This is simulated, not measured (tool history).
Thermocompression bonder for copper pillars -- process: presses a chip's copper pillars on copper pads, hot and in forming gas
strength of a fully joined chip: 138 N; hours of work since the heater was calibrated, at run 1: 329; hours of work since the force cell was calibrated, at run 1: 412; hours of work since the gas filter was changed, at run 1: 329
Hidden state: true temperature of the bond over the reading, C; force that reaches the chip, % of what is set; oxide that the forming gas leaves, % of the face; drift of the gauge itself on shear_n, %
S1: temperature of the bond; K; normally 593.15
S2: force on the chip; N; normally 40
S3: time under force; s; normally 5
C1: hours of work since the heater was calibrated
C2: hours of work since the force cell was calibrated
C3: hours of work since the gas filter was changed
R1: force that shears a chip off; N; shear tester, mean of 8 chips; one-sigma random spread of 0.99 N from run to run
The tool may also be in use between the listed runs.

| run | hour | S1 | S2 | S3 | C1 | C2 | C3 | R1 |
|---|---|---|---|---|---|---|---|---|
| 1 | 0 | 593.15 | 40 | 5 | 329 | 412 | 329 | 90.3 |
|  | 19.8 | forming gas filter changed |
| 2 | 21.7 | 593.15 | 43 | 5 | 339 | 421 | 1 | 94.1 |
| 3 | 48.2 | 593.15 | 40 | 4 | 351 | 433 | 13 | 85.6 |
| 4 | 81.8 | 593.15 | 40 | 5 | 366 | 448 | 28 | 91.3 |
| 5 | 98.7 | 593.15 | 40 | 5 | 373 | 456 | 36 | 92.3 |
| 6 | 123.4 | 593.15 | 40 | 5 | 385 | 467 | 47 | 89.2 |
| 7 | 156.9 | 593.15 | 40 | 5 | 400 | 482 | 62 | 91.1 |
| 8 | 184.7 | 593.15 | 40 | 5 | 412 | 495 | 74 | 89.4 |
| 9 | 213.3 | 605.15 | 40 | 5 | 425 | 508 | 87 | 100.2 |
| 10 | 244.6 | 593.15 | 39 | 5 | 439 | 522 | 101 | 89.3 |
| 11 | 258.8 | 593.15 | 39 | 5 | 446 | 528 | 108 | 89.5 |
| 12 | 277.8 | 593.15 | 39 | 5 | 454 | 537 | 116 | 90.2 |
| 13 | 310.4 | 593.15 | 39 | 5 | 469 | 551 | 131 | 91.2 |
| 14 | 327.9 | 593.15 | 40 | 8 | 477 | 559 | 139 | 100.7 |
| 15 | 360 | 573.15 | 40 | 9 | 491 | 574 | 154 | 87.2 |
| 16 | 376.5 | 573.15 | 40 | 9 | 499 | 581 | 161 | 87.5 |

Run 17, settings as shown, results not yet in. Your forecast:
| 17 | 409.2 | 593.15 | 31 | 3 | 514 | 596 | 176 | ? |

Run 17 gave R1 64.6 N.
The same run, on a tool lacking any hidden state, would have yielded R1 65 N.
